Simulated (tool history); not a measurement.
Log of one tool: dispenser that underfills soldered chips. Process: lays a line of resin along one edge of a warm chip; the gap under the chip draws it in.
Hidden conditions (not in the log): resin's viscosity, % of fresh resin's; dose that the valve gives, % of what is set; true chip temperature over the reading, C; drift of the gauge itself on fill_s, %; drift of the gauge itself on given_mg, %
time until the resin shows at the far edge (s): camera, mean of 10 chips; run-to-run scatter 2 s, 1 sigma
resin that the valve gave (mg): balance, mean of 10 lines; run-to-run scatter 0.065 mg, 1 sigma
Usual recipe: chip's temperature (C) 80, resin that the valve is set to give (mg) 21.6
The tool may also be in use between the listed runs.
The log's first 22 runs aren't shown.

run     day  chip's temperature (C)  resin that the valve is set to give (mg)  hours of work since the syringe was changed  hours of work since the valve was cleaned  hours of work since the stage was calibrated  time until the resin shows at the far edge (s)  resin that the valve gave (mg)
     11.096  -- new syringe of resin
 23  11.433                      74                                      21.6                                            6                                         28                                           371                                           418.7                           21.33
     11.542  -- new syringe of resin
 24  11.867                      85                                        26                                            5                                         35                                           378                                           244.6                           25.51
     11.988  -- new syringe of resin
 25  12.362                      92                                      25.9                                            6                                         43                                           386                                           188.3                           25.45
     12.483  -- new syringe of resin
 26  12.792                      92                                        22                                            5                                         50                                           393                                           182.6                            21.6
     12.971  -- new syringe of resin
     13.467  -- new syringe of resin
 27  13.538                      92                                        22                                            1                                         62                                           405                                             136                           21.43
     13.908  -- new syringe of resin
 28  14.167                      92                                      24.8                                            4                                         72                                           415                                           171.9                           23.96
     14.375  -- new syringe of resin
 29  14.588                      92                                      24.8                                            4                                         79                                           422                                           161.4                           23.94
     14.838  -- new syringe of resin
 30  15.004                      92                                      24.8                                            3                                         85                                           428                                           152.6                           23.92

What does the tool deliver on the next run?
     15.292  -- new syringe of resin
 31  15.671                      81                                        28                                            6                                         96                                           439                                               ?                               ?

Run 31 yielded time until the resin shows at the far edge (s) 311.6, resin that the valve gave (mg) 26.93.
The same run, on a tool lacking any hidden state, would have yielded time until the resin shows at the far edge (s) 187.2, resin that the valve gave (mg) 28.02.
